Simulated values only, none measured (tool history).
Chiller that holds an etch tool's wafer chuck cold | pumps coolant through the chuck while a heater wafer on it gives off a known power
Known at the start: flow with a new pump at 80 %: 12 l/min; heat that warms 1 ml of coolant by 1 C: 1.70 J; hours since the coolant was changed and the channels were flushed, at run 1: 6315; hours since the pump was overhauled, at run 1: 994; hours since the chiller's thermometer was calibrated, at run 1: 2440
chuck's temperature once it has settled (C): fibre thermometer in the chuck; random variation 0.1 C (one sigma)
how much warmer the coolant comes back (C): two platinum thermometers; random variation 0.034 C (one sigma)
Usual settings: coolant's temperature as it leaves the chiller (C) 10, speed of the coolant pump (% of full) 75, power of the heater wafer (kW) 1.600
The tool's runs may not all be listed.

run,hour,coolant's temperature as it leaves the chiller (C),speed of the coolant pump (% of full),power of the heater wafer (kW),hours since the coolant was changed and the channels were flushed,hours since the pump was overhauled,hours since the chiller's thermometer was calibrated,chuck's temperature once it has settled (C),how much warmer the coolant comes back (C)
1,0.0,10,75,1.600,6315,994,2440,23.5,5.04
2,33.4,10,75,1.600,6348,1028,2473,23.5,5.05
3,64.3,10,75,1.600,6379,1059,2504,23.5,5.07
4,89.3,10,75,1.600,6404,1083,2529,23.4,5.07
5,122.1,10,75,1.600,6437,1116,2562,23.5,5.00
6,147.5,10,75,1.600,6462,1142,2587,23.5,5.00
7,166.0,10,75,1.600,6481,1160,2606,23.5,5.03
8,204.2,10,75,1.600,6519,1198,2644,23.5,5.06
9,235.7,10,75,1.600,6550,1230,2676,23.6,5.10
10,270.1,10,75,1.462,6585,1264,2710,22.3,4.61
11,299.3,10,75,1.600,6614,1294,2739,23.7,5.09
# hour 331.8: coolant changed, channels flushed
12,342.8,10,75,1.600,11,1331,2777,22.3,5.00
13,368.7,10,75,1.600,37,1357,2803,22.5,5.04
14,403.3,10,75,1.600,72,1392,2837,22.2,5.08
15,435.7,10,75,1.600,104,1424,2869,22.5,5.07
16,469.4,6,75,1.344,138,1458,2903,16.3,4.24
17,489.1,6,75,1.344,157,1477,2923,16.3,4.26
18,519.2,0,62,2.028,187,1507,2953,18.7,7.88
19,558.2,12,66,0.900,226,1546,2992,19.7,3.24
20,575.6,12,66,0.900,244,1564,3009,19.6,3.26
21,598.4,14,60,0.998,267,1587,3032,23.2,4.00
22,618.1,5,65,1.751,286,1606,3052,20.5,6.45
23,639.1,10,70,1.600,307,1627,3073,23.3,5.49
24,655.3,9,99,1.126,324,1644,3089,15.6,2.66
25,687.5,9,99,1.126,356,1676,3121,15.7,2.65
26,709.1,9,99,1.126,377,1697,3143,15.7,2.62
27,738.3,9,99,1.126,407,1727,3172,15.6,2.71

5 ways to go on from here, each from the tool as it stands after run 27. What would each give?
A,768.9,14,98,1.126,437,1757,3203,?,?
B,768.9,9,86,1.126,437,1757,3203,?,?
C,768.9,9,99,1.222,437,1757,3203,?,?
D,768.9,4,63,2.070,437,1757,3203,?,?
E,768.9,9,77,1.126,437,1757,3203,?,?

run,chuck's temperature once it has settled (C),how much warmer the coolant comes back (C)
A,20.8,2.73
B,16.6,3.08
C,16.3,2.91
D,22.9,7.93
E,17.5,3.49
Without the tool's hidden state the same runs would have given:
run,chuck's temperature once it has settled (C),how much warmer the coolant comes back (C)
A,21.2,2.71
B,17.0,3.05
C,16.6,2.88
D,23.1,7.86
E,17.8,3.46
